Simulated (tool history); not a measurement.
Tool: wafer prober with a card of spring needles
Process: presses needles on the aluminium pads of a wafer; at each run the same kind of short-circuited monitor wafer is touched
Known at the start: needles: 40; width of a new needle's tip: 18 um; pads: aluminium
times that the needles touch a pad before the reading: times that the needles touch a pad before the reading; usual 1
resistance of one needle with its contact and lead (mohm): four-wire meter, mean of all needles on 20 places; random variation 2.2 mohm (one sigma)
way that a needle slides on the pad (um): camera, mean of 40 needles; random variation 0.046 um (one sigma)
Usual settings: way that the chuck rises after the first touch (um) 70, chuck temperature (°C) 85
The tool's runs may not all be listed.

run,hour,way that the chuck rises after the first touch (um),chuck temperature (°C),times that the needles touch a pad before the reading,resistance of one needle with its contact and lead (mohm),way that a needle slides on the pad (um)
1,0.0,70,85,1,240,8.64
# hour 4.2: tips cleaned on abrasive film
# hour 11.0: tips cleaned on abrasive film
# hour 17.4: tips cleaned on abrasive film
2,17.4,70,85,1,242,8.58
# hour 22.9: tips cleaned on abrasive film
# hour 29.7: tips cleaned on abrasive film
3,33.7,70,85,1,241,8.64
# hour 36.6: tips cleaned on abrasive film
# hour 42.1: tips cleaned on abrasive film
# hour 48.9: tips cleaned on abrasive film
# hour 55.8: tips cleaned on abrasive film
# hour 62.7: tips cleaned on abrasive film
4,64.6,70,85,1,237,8.70
# hour 68.8: tips cleaned on abrasive film
# hour 75.6: tips cleaned on abrasive film
5,78.8,70,85,1,242,8.65
# hour 81.5: tips cleaned on abrasive film
# hour 88.3: tips cleaned on abrasive film
# hour 95.2: tips cleaned on abrasive film
# hour 102.1: tips cleaned on abrasive film
# hour 107.6: tips cleaned on abrasive film
6,109.0,70,85,1,239,8.70
# hour 113.1: tips cleaned on abrasive film
# hour 120.0: tips cleaned on abrasive film
# hour 125.5: tips cleaned on abrasive film
# hour 132.1: tips cleaned on abrasive film
7,132.1,70,85,1,235,8.68
# hour 139.0: tips cleaned on abrasive film
# hour 145.8: tips cleaned on abrasive film
8,145.8,70,85,2,237,8.69
# hour 147.5: height of the first contact set anew
# hour 151.6: tips cleaned on abrasive film
# hour 158.5: tips cleaned on abrasive film
# hour 164.0: tips cleaned on abrasive film
9,165.4,70,85,1,237,8.72
# hour 169.5: tips cleaned on abrasive film
# hour 175.0: tips cleaned on abrasive film
10,179.1,62,85,1,242,7.69
# hour 180.6: tips cleaned on abrasive film
# hour 186.1: tips cleaned on abrasive film
# hour 193.0: tips cleaned on abrasive film
11,195.1,58,85,1,240,7.20
# hour 199.3: tips cleaned on abrasive film
# hour 206.1: tips cleaned on abrasive film
12,211.1,70,70,1,230,8.77
# hour 212.5: tips cleaned on abrasive film
# hour 219.4: tips cleaned on abrasive film
# hour 226.2: tips cleaned on abrasive film
13,229.9,70,85,1,236,8.74
# hour 232.7: tips cleaned on abrasive film
# hour 239.6: tips cleaned on abrasive film
# hour 245.1: tips cleaned on abrasive film
# hour 250.6: tips cleaned on abrasive film
# hour 257.5: tips cleaned on abrasive film
14,258.6,70,85,1,239,8.73
# hour 264.1: tips cleaned on abrasive film
# hour 270.9: tips cleaned on abrasive film
# hour 277.8: tips cleaned on abrasive film
# hour 284.7: tips cleaned on abrasive film
15,288.5,70,52,1,232,8.76
# hour 291.3: tips cleaned on abrasive film
# hour 298.2: tips cleaned on abrasive film
# hour 305.1: tips cleaned on abrasive film
# hour 310.6: tips cleaned on abrasive film
# hour 317.4: tips cleaned on abrasive film
16,317.7,70,52,1,231,8.85
# hour 323.2: tips cleaned on abrasive film
# hour 328.7: tips cleaned on abrasive film
# hour 335.6: tips cleaned on abrasive film
17,335.7,70,52,1,231,8.80
# hour 341.2: tips cleaned on abrasive film
# hour 348.1: tips cleaned on abrasive film
# hour 354.9: tips cleaned on abrasive film
18,359.0,52,120,2,250,6.60
# hour 361.7: tips cleaned on abrasive film
# hour 368.6: tips cleaned on abrasive film
# hour 374.1: tips cleaned on abrasive film
# hour 381.0: tips cleaned on abrasive film
# hour 387.8: tips cleaned on abrasive film
19,390.8,70,48,1,229,8.85
# hour 393.7: tips cleaned on abrasive film
# hour 400.5: tips cleaned on abrasive film
# hour 407.4: tips cleaned on abrasive film
# hour 413.5: tips cleaned on abrasive film
20,413.5,59,110,1,246,7.41
# hour 419.1: tips cleaned on abrasive film
# hour 425.9: tips cleaned on abrasive film
# hour 432.8: tips cleaned on abrasive film
# hour 439.7: tips cleaned on abrasive film
21,440.3,59,110,1,246,7.51
# hour 445.8: tips cleaned on abrasive film
# hour 452.6: tips cleaned on abrasive film
# hour 458.1: gauge calibrated
# hour 459.5: tips cleaned on abrasive film
22,463.6,53,40,1,230,6.42
# hour 466.4: tips cleaned on abrasive film
# hour 473.2: tips cleaned on abrasive film
# hour 479.2: tips cleaned on abrasive film
23,479.2,53,53,1,237,6.49
# hour 484.7: tips cleaned on abrasive film
# hour 491.6: tips cleaned on abrasive film
24,493.8,70,71,1,239,8.71
# hour 498.0: tips cleaned on abrasive film
# hour 504.8: tips cleaned on abrasive film
# hour 510.4: tips cleaned on abrasive film
25,514.5,85,72,2,233,10.58
# hour 516.0: tips cleaned on abrasive film
# hour 522.8: tips cleaned on abrasive film
26,528.1,71,72,2,237,8.76
# hour 529.6: tips cleaned on abrasive film
# hour 536.5: tips cleaned on abrasive film
# hour 543.3: tips cleaned on abrasive film
# hour 548.8: tips cleaned on abrasive film
27,549.3,71,72,2,235,8.80

Forecast each of these 4 alternatives for the next run:
# hour 554.8: tips cleaned on abrasive film
# hour 561.7: tips cleaned on abrasive film
# hour 568.6: tips cleaned on abrasive film
# hour 575.4: tips cleaned on abrasive film
A,576.2,72,72,2,?,?
# hour 554.8: tips cleaned on abrasive film
# hour 561.7: tips cleaned on abrasive film
# hour 568.6: tips cleaned on abrasive film
# hour 575.4: tips cleaned on abrasive film
B,576.2,53,35,3,?,?
# hour 554.8: tips cleaned on abrasive film
# hour 561.7: tips cleaned on abrasive film
# hour 568.6: tips cleaned on abrasive film
# hour 575.4: tips cleaned on abrasive film
C,576.2,71,93,2,?,?
# hour 554.8: tips cleaned on abrasive film
# hour 561.7: tips cleaned on abrasive film
# hour 568.6: tips cleaned on abrasive film
# hour 575.4: tips cleaned on abrasive film
D,576.2,71,97,2,?,?

run,resistance of one needle with its contact and lead (mohm),way that a needle slides on the pad (um)
A,235,8.99
B,227,6.59
C,242,8.84
D,242,8.75
Without the tool's hidden state the same runs would have given:
run,resistance of one needle with its contact and lead (mohm),way that a needle slides on the pad (um)
A,235,8.93
B,227,6.55
C,242,8.79
D,242,8.69
